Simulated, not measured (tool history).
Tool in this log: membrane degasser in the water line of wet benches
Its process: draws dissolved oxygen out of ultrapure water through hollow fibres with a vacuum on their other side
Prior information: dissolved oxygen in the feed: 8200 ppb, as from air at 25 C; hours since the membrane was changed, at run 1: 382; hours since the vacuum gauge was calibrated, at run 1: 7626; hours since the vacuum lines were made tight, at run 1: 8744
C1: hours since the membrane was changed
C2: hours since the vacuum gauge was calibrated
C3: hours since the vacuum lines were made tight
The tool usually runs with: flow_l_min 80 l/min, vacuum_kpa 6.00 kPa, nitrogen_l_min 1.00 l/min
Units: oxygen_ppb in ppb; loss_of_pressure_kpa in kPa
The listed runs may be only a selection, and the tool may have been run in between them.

run 1 day=0.000 | flow_l_min=80 vacuum_kpa=6.00 nitrogen_l_min=1.00 | C1=382 C2=7626 C3=8744 | oxygen_ppb=416.4 loss_of_pressure_kpa=51.57
run 2 day=1.967 | flow_l_min=80 vacuum_kpa=6.00 nitrogen_l_min=1.73 | C1=430 C2=7673 C3=8791 | oxygen_ppb=288.6 loss_of_pressure_kpa=51.61
run 3 day=3.292 | flow_l_min=80 vacuum_kpa=6.00 nitrogen_l_min=1.73 | C1=461 C2=7705 C3=8823 | oxygen_ppb=291.0 loss_of_pressure_kpa=51.19
run 4 day=4.850 | flow_l_min=80 vacuum_kpa=6.00 nitrogen_l_min=1.73 | C1=499 C2=7742 C3=8860 | oxygen_ppb=294.3 loss_of_pressure_kpa=51.52
run 5 day=5.750 | flow_l_min=80 vacuum_kpa=11.30 nitrogen_l_min=1.00 | C1=520 C2=7764 C3=8882 | oxygen_ppb=1034.4 loss_of_pressure_kpa=51.45
-- day=6.725 vacuum gauge calibrated
run 6 day=6.908 | flow_l_min=80 vacuum_kpa=11.30 nitrogen_l_min=1.00 | C1=548 C2=4 C3=8909 | oxygen_ppb=1050.7 loss_of_pressure_kpa=51.84
run 7 day=9.088 | flow_l_min=80 vacuum_kpa=6.00 nitrogen_l_min=1.00 | C1=600 C2=57 C3=8962 | oxygen_ppb=433.8 loss_of_pressure_kpa=51.37
run 8 day=10.621 | flow_l_min=113 vacuum_kpa=6.00 nitrogen_l_min=1.00 | C1=637 C2=94 C3=8998 | oxygen_ppb=558.9 loss_of_pressure_kpa=73.17
run 9 day=12.362 | flow_l_min=113 vacuum_kpa=6.00 nitrogen_l_min=1.00 | C1=679 C2=135 C3=9040 | oxygen_ppb=561.3 loss_of_pressure_kpa=73.09
run 10 day=13.558 | flow_l_min=113 vacuum_kpa=6.00 nitrogen_l_min=1.00 | C1=707 C2=164 C3=9069 | oxygen_ppb=553.7 loss_of_pressure_kpa=73.24
-- day=14.967 vacuum gauge calibrated, once more
run 11 day=15.567 | flow_l_min=80 vacuum_kpa=7.09 nitrogen_l_min=1.00 | C1=755 C2=14 C3=9117 | oxygen_ppb=520.1 loss_of_pressure_kpa=51.70
run 12 day=17.125 | flow_l_min=80 vacuum_kpa=7.09 nitrogen_l_min=1.00 | C1=792 C2=52 C3=9154 | oxygen_ppb=518.9 loss_of_pressure_kpa=51.80
run 13 day=18.650 | flow_l_min=80 vacuum_kpa=6.00 nitrogen_l_min=2.42 | C1=829 C2=88 C3=9190 | oxygen_ppb=212.9 loss_of_pressure_kpa=51.61
run 14 day=19.946 | flow_l_min=119 vacuum_kpa=8.01 nitrogen_l_min=2.42 | C1=860 C2=119 C3=9222 | oxygen_ppb=477.1 loss_of_pressure_kpa=76.64
run 15 day=21.142 | flow_l_min=119 vacuum_kpa=8.01 nitrogen_l_min=2.42 | C1=889 C2=148 C3=9250 | oxygen_ppb=482.2 loss_of_pressure_kpa=77.09
run 16 day=22.400 | flow_l_min=104 vacuum_kpa=8.50 nitrogen_l_min=2.42 | C1=919 C2=178 C3=9280 | oxygen_ppb=471.6 loss_of_pressure_kpa=67.39

Expected results for the next run?
run 17 day=24.000 | flow_l_min=49 vacuum_kpa=10.12 nitrogen_l_min=0.86 | C1=957 C2=217 C3=9319 | oxygen_ppb=? loss_of_pressure_kpa=?

{"run 17": {"oxygen_ppb": 693.1, "loss_of_pressure_kpa": 31.65}}
Were there no unlogged condition in the tool, this run, its random variation unchanged, would have produced oxygen_ppb 692.0 ppb, loss_of_pressure_kpa 31.49 kPa.

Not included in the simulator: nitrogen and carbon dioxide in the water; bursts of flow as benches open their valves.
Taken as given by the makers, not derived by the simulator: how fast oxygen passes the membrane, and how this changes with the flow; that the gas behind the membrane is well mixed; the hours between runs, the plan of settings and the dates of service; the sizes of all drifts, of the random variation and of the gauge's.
